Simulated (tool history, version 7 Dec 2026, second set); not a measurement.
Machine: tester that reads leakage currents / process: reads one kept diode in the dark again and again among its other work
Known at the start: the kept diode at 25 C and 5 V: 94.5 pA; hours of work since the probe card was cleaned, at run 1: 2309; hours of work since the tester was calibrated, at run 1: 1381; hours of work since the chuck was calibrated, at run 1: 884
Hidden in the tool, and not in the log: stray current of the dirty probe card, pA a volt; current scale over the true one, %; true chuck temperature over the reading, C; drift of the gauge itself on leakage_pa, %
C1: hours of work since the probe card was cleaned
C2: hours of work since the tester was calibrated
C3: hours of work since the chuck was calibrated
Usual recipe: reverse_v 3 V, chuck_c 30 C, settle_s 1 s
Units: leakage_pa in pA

run 1 hour=0 | reverse_v=3 chuck_c=30 settle_s=1 | C1=2309 C2=1381 C3=884 | leakage_pa=128.88
run 2 hour=53.6 | reverse_v=3 chuck_c=21 settle_s=1 | C1=2345 C2=1417 C3=920 | leakage_pa=54.78
run 3 hour=140.6 | reverse_v=3 chuck_c=21 settle_s=1 | C1=2404 C2=1475 C3=979 | leakage_pa=54.78
run 4 hour=237.3 | reverse_v=5.53 chuck_c=21 settle_s=1 | C1=2469 C2=1541 C3=1044 | leakage_pa=67.68
run 5 hour=317.3 | reverse_v=3 chuck_c=52 settle_s=1 | C1=2523 C2=1595 C3=1098 | leakage_pa=871.27
run 6 hour=403.8 | reverse_v=2.21 chuck_c=30 settle_s=1 | C1=2582 C2=1653 C3=1156 | leakage_pa=116.79
run 7 hour=459.3 | reverse_v=2.21 chuck_c=30 settle_s=1 | C1=2619 C2=1691 C3=1194 | leakage_pa=115.32
run 8 hour=517.3 | reverse_v=2.21 chuck_c=30 settle_s=1 | C1=2658 C2=1730 C3=1233 | leakage_pa=116.43
run 9 hour=593.4 | reverse_v=3 chuck_c=30 settle_s=0.35 | C1=2710 C2=1781 C3=1284 | leakage_pa=129.87
run 10 hour=664.8 | reverse_v=2.15 chuck_c=30 settle_s=1 | C1=2758 C2=1829 C3=1332 | leakage_pa=114.84
run 11 hour=748.5 | reverse_v=2.15 chuck_c=30 settle_s=1 | C1=2814 C2=1886 C3=1389 | leakage_pa=115.45
run 12 hour=802.9 | reverse_v=3 chuck_c=30 settle_s=1.58 | C1=2851 C2=1922 C3=1426 | leakage_pa=128.66
run 13 hour=898.7 | reverse_v=3 chuck_c=30 settle_s=1.58 | C1=2916 C2=1987 C3=1490 | leakage_pa=128.68
-- hour=976.9 chuck's temperature calibrated
run 14 hour=979.8 | reverse_v=3 chuck_c=30 settle_s=0.9 | C1=2969 C2=2040 C3=2 | leakage_pa=129.52
run 15 hour=1066.4 | reverse_v=3 chuck_c=30 settle_s=6.97 | C1=3027 C2=2099 C3=60 | leakage_pa=128.84
run 16 hour=1110.4 | reverse_v=3 chuck_c=30 settle_s=6.97 | C1=3057 C2=2129 C3=90 | leakage_pa=128.61
-- hour=1145.6 tester calibrated
run 17 hour=1171.6 | reverse_v=5.38 chuck_c=25 settle_s=6.46 | C1=3097 C2=17 C3=130 | leakage_pa=96.98
run 18 hour=1212.6 | reverse_v=5.38 chuck_c=25 settle_s=6.46 | C1=3125 C2=45 C3=158 | leakage_pa=97.86
run 19 hour=1299.2 | reverse_v=5.38 chuck_c=48 settle_s=0.52 | C1=3183 C2=104 C3=216 | leakage_pa=766.15
run 20 hour=1354.9 | reverse_v=5.67 chuck_c=54 settle_s=0.79 | C1=3221 C2=141 C3=254 | leakage_pa=1269.64
run 21 hour=1404.9 | reverse_v=5.67 chuck_c=54 settle_s=0.79 | C1=3254 C2=175 C3=288 | leakage_pa=1267.78
run 22 hour=1504.8 | reverse_v=10.73 chuck_c=26 settle_s=3.98 | C1=3322 C2=242 C3=355 | leakage_pa=135.48
run 23 hour=1586.8 | reverse_v=1.81 chuck_c=26 settle_s=0.39 | C1=3377 C2=298 C3=410 | leakage_pa=75.03
-- hour=1634 probe card cleaned and baked
run 24 hour=1645.1 | reverse_v=6.38 chuck_c=23 settle_s=1 | C1=8 C2=335 C3=448 | leakage_pa=86.11
run 25 hour=1737.2 | reverse_v=12.38 chuck_c=24 settle_s=1.2 | C1=70 C2=397 C3=510 | leakage_pa=119.13
run 26 hour=1830.2 | reverse_v=4.58 chuck_c=56 settle_s=0.49 | C1=132 C2=460 C3=572 | leakage_pa=1387.93
run 27 hour=1877 | reverse_v=12.41 chuck_c=50 settle_s=0.68 | C1=164 C2=491 C3=604 | leakage_pa=1193.68
run 28 hour=1929.7 | reverse_v=3.66 chuck_c=23 settle_s=0.44 | C1=200 C2=527 C3=640 | leakage_pa=72.17
run 29 hour=1970.3 | reverse_v=3.66 chuck_c=23 settle_s=0.44 | C1=227 C2=554 C3=667 | leakage_pa=72.12
run 30 hour=2064.6 | reverse_v=5.97 chuck_c=51 settle_s=0.65 | C1=291 C2=618 C3=731 | leakage_pa=1017.91
run 31 hour=2105.5 | reverse_v=5.97 chuck_c=51 settle_s=0.94 | C1=318 C2=646 C3=758 | leakage_pa=1012.24

How would selected steps in leakage_pa from run to run divide? Give the signed amount a tool lacking its hidden state would still show from settings, what came in and random variation, and the signed amount left for the hidden state, including any gauge scatter that is not in both of the compared results.
Run 4 -> 5: reverse_v 5.53 -> 3, chuck_c 21 -> 52. leakage_pa +803.59 pA: hidden state -1.17, all else +804.76.
Run 5 -> 6: reverse_v 3 -> 2.21, chuck_c 52 -> 30. leakage_pa -754.48 pA: hidden state +1.02, all else -755.5.
Run 21 -> 22: reverse_v 5.67 -> 10.73, chuck_c 54 -> 26, settle_s 0.79 -> 3.98. leakage_pa -1132.3 pA: hidden state +0.43, all else -1132.73.
Run 25 -> 26: reverse_v 12.38 -> 4.58, chuck_c 24 -> 56, settle_s 1.2 -> 0.49. leakage_pa +1268.8 pA: hidden state -0.81, all else +1269.61.
Run 27 -> 28: reverse_v 12.41 -> 3.66, chuck_c 50 -> 23, settle_s 0.68 -> 0.44. leakage_pa -1121.51 pA: hidden state +0.77, all else -1122.28.
